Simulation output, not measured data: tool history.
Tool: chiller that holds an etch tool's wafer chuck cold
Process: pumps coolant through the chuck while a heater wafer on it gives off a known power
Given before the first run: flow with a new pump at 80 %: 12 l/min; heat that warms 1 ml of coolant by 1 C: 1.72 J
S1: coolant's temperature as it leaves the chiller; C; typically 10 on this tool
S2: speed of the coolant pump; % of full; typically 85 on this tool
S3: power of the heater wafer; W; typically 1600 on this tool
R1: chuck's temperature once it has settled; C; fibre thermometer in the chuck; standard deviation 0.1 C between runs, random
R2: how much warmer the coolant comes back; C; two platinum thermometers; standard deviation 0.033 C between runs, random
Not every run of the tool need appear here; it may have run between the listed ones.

{"run": 1, "day": 0.0, "S1": 10, "S2": 85, "S3": 1600, "R1": 23.6, "R2": 4.76}
{"run": 2, "day": 4.288, "S1": 12, "S2": 85, "S3": 1600, "R1": 25.7, "R2": 4.82}
{"run": 3, "day": 6.762, "S1": 12, "S2": 85, "S3": 1600, "R1": 25.7, "R2": 4.7}
{"run": 4, "day": 9.829, "S1": 12, "S2": 85, "S3": 1600, "R1": 26.1, "R2": 4.79}
{"run": 5, "day": 12.417, "S1": 12, "S2": 85, "S3": 1600, "R1": 25.9, "R2": 4.81}
{"run": 6, "day": 14.95, "S1": 10, "S2": 85, "S3": 1600, "R1": 23.9, "R2": 4.8}
{"run": 7, "day": 18.804, "S1": 19, "S2": 85, "S3": 1600, "R1": 33.1, "R2": 4.83}
{"run": 8, "day": 21.383, "S1": 10, "S2": 85, "S3": 1600, "R1": 24.1, "R2": 4.81}
{"run": 9, "day": 24.575, "S1": 10, "S2": 85, "S3": 2152, "R1": 29, "R2": 6.5}
{"run": 10, "day": 26.525, "S1": 10, "S2": 85, "S3": 2152, "R1": 28.8, "R2": 6.47}
{"day": 28.7, "done": "chiller's thermometer calibrated"}
{"run": 11, "day": 30.546, "S1": 10, "S2": 85, "S3": 2152, "R1": 28.5, "R2": 6.51}
{"run": 12, "day": 33.4, "S1": 10, "S2": 85, "S3": 2152, "R1": 28.7, "R2": 6.56}
{"run": 13, "day": 36.375, "S1": 10, "S2": 85, "S3": 2152, "R1": 28.7, "R2": 6.52}
{"run": 14, "day": 40.65, "S1": 10, "S2": 85, "S3": 2152, "R1": 28.8, "R2": 6.51}
{"run": 15, "day": 44.746, "S1": 10, "S2": 68, "S3": 1600, "R1": 26, "R2": 6.27}
{"run": 16, "day": 48.408, "S1": 10, "S2": 68, "S3": 1600, "R1": 26.2, "R2": 6.21}
{"run": 17, "day": 51.996, "S1": 15, "S2": 87, "S3": 1432, "R1": 27.4, "R2": 4.26}
{"run": 18, "day": 54.846, "S1": 15, "S2": 87, "S3": 1432, "R1": 27.6, "R2": 4.32}
{"run": 19, "day": 59.246, "S1": 10, "S2": 70, "S3": 1383, "R1": 24, "R2": 5.25}
{"day": 59.725, "done": "coolant pump overhauled"}
{"run": 20, "day": 63.254, "S1": 10, "S2": 70, "S3": 1987, "R1": 30.8, "R2": 8}
{"run": 21, "day": 67.471, "S1": 0, "S2": 71, "S3": 1975, "R1": 20.5, "R2": 7.84}
{"day": 70.433, "done": "coolant pump overhauled, once more"}
{"run": 22, "day": 71.504, "S1": 1, "S2": 63, "S3": 1081, "R1": 12.1, "R2": 4.07}
{"run": 23, "day": 76.012, "S1": 12, "S2": 80, "S3": 974, "R1": 20.8, "R2": 2.85}
{"run": 24, "day": 78.746, "S1": 10, "S2": 85, "S3": 1137, "R1": 19.9, "R2": 3.07}
{"run": 25, "day": 80.762, "S1": 4, "S2": 85, "S3": 1600, "R1": 18, "R2": 4.3}
{"run": 26, "day": 84.512, "S1": 4, "S2": 85, "S3": 1600, "R1": 17.7, "R2": 4.36}
{"run": 27, "day": 86.812, "S1": 8, "S2": 85, "S3": 1600, "R1": 21.7, "R2": 4.39}

Estimate the outcome of run 28 from the log above:
{"run": 28, "day": 89.088, "S1": 14, "S2": 98, "S3": 1244, "R1": "?", "R2": "?"}

{"run 28": {"R1": 24, "R2": 2.91}}
Take away the tool's hidden state, keep the run-to-run variation as it was, and the same run would have given R1 21.9 C, R2 2.9 C.
